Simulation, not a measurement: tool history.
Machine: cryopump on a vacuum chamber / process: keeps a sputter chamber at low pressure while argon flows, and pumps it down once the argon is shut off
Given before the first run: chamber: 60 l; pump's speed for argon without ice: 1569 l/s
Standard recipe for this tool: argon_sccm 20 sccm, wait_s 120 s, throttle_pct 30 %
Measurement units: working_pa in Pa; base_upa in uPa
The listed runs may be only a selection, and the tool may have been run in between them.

run	hour	argon_sccm	wait_s	throttle_pct	working_pa	base_upa
1	0	20	120	30	0.0721	1.54
2	36.8	20	120	17	0.1277	1.63
3	103.6	20	120	17	0.1272	1.61
4	152.2	32	120	30	0.1164	1.6
5	192.6	32	120	30	0.1156	1.68
6	241.5	32	120	30	0.1166	1.65
7	313.6	32	120	30	0.1167	1.69
8	363.5	32	120	30	0.1168	1.72
9	406.1	12	36	28	0.0471	3.15
10	459.8	40	35	46	0.0962	3.13
11	507.1	40	35	46	0.0972	3.17
12	578.3	40	35	46	0.0967	3.21
13	637.9	20	23	30	0.074	4.27
14	673.9	27	91	32	0.0936	2.03
15	705.3	11	26	28	0.0433	4

Results per run with the tool's hidden condition removed, run-to-run variation unchanged:
The tool's hidden condition here consists of: pump's speed, % of a pump's without ice; cold plate's temperature, K; leak into the chamber, uPa l/s; drift of the gauge itself on working_pa, %; drift of the gauge itself on base_upa, %.
run	working_pa	base_upa
1	0.0718	0.76
2	0.1273	0.8
3	0.1266	0.78
4	0.1153	0.76
5	0.1143	0.81
6	0.1151	0.79
7	0.1148	0.78
8	0.1148	0.8
9	0.0463	2.19
10	0.0932	2.17
11	0.0939	2.18
12	0.093	2.19
13	0.072	3.23
14	0.0907	0.95
15	0.042	2.91
